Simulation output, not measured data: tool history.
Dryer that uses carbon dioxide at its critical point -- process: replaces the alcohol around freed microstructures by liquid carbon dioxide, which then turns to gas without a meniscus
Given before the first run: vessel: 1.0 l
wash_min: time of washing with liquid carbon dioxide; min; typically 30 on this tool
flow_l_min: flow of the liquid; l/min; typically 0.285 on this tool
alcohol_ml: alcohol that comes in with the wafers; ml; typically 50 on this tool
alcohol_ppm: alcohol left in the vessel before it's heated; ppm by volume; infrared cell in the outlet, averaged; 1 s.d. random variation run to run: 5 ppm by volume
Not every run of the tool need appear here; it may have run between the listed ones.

run,hour,wash_min,flow_l_min,alcohol_ml,alcohol_ppm
1,0.0,30,0.285,50,87
2,23.6,30,0.258,50,134
3,50.6,30,0.258,50,124
4,81.2,30,0.318,50,78
5,107.2,30,0.318,50,94
6,131.2,30,0.318,50,85
7,147.4,30,0.318,50,82
8,174.2,30,0.318,50,78
9,207.0,30,0.318,50,87
10,226.2,30,0.318,50,94
11,248.8,30,0.318,23,79
12,267.5,30,0.253,50,207
13,297.1,29,0.253,50,245
14,316.6,30,0.422,50,84
15,346.8,30,0.422,50,82
16,364.1,28,0.344,110,144
17,382.0,19,0.343,94,679
18,401.2,30,0.269,50,186
19,415.0,30,0.269,50,191
20,444.9,30,0.269,50,195
21,459.7,30,0.269,50,193
22,483.4,46,0.457,86,92
23,502.5,18,0.457,37,158
24,528.6,19,0.365,72,486
25,546.1,20,0.172,114,9544
26,561.6,30,0.469,50,98
# hour 585.2: inlet filter changed
27,585.2,34,0.336,50,97
28,608.1,30,0.225,85,357

Consider 4 possible next runs. They are alternatives, not a sequence: every one starts from the tool as it was left by run 28. What does each give?
A,639.7,30,0.315,35,?
B,639.7,30,0.316,85,?
C,639.7,30,0.285,101,?
D,639.7,38,0.225,85,?

run,alcohol_ppm
A,127
B,128
C,166
D,163
Stripped of hidden state, with their random variation kept, the same runs would have yielded:
run,alcohol_ppm
A,18
B,23
C,57
D,55
